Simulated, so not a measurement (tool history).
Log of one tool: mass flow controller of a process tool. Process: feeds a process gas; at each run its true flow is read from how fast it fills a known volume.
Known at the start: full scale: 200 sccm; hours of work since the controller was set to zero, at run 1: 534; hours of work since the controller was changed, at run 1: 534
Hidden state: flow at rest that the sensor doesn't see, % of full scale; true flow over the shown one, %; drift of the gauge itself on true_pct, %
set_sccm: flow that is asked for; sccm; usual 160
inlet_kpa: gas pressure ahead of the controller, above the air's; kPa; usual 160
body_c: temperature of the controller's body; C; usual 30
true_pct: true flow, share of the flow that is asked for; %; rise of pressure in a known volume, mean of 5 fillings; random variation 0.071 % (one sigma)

run	hour	set_sccm	inlet_kpa	body_c	hours of work since the controller was set to zero	hours of work since the controller was changed	true_pct
1	0.0	160	160	30	534	534	99.77
2	69.4	160	160	30	576	576	99.71
3	101.3	160	160	26	595	595	99.34
4	167.5	160	160	26	635	635	99.47
5	208.7	160	160	26	660	660	99.48
6	239.8	160	160	26	679	679	99.44
7	309.5	106	160	30	722	722	99.15
8	359.0	106	160	30	752	752	99.22
9	393.3	160	160	27	772	772	99.76
10	459.7	164	160	30	813	813	100.12
11	505.6	164	160	30	840	840	100.36
12	566.2	164	160	21	877	877	99.22
13	641.7	164	160	21	923	923	99.33
14	693.7	164	160	21	955	955	99.28
15	758.4	21	186	25	994	994	97.77
16	828.6	21	186	25	1036	1036	97.88
17	866.2	186	229	20	1059	1059	100.26
18	898.6	152	205	30	1079	1079	100.75
19	947.0	59	222	24	1108	1108	98.71
20	1012.3	59	222	24	1148	1148	98.58
21	1067.3	59	222	24	1181	1181	98.74
22	1126.6	59	222	24	1217	1217	98.87
23	1173.6	86	265	25	1246	1246	99.68
24	1244.9	160	271	37	1289	1289	102.37
25	1291.4	92	279	40	1317	1317	101.75
26	1364.8	190	151	35	1362	1362	101.99

Forecast each of these 3 alternatives for the next run:
A	1400.3	120	165	21	1383	1383	?
B	1400.3	160	173	21	1383	1383	?
C	1400.3	61	151	35	1383	1383	?

run	true_pct
A	99.17
B	99.92
C	99.96
Without the tool's hidden state the same runs would have given:
run	true_pct
A	97.89
B	98.63
C	98.67
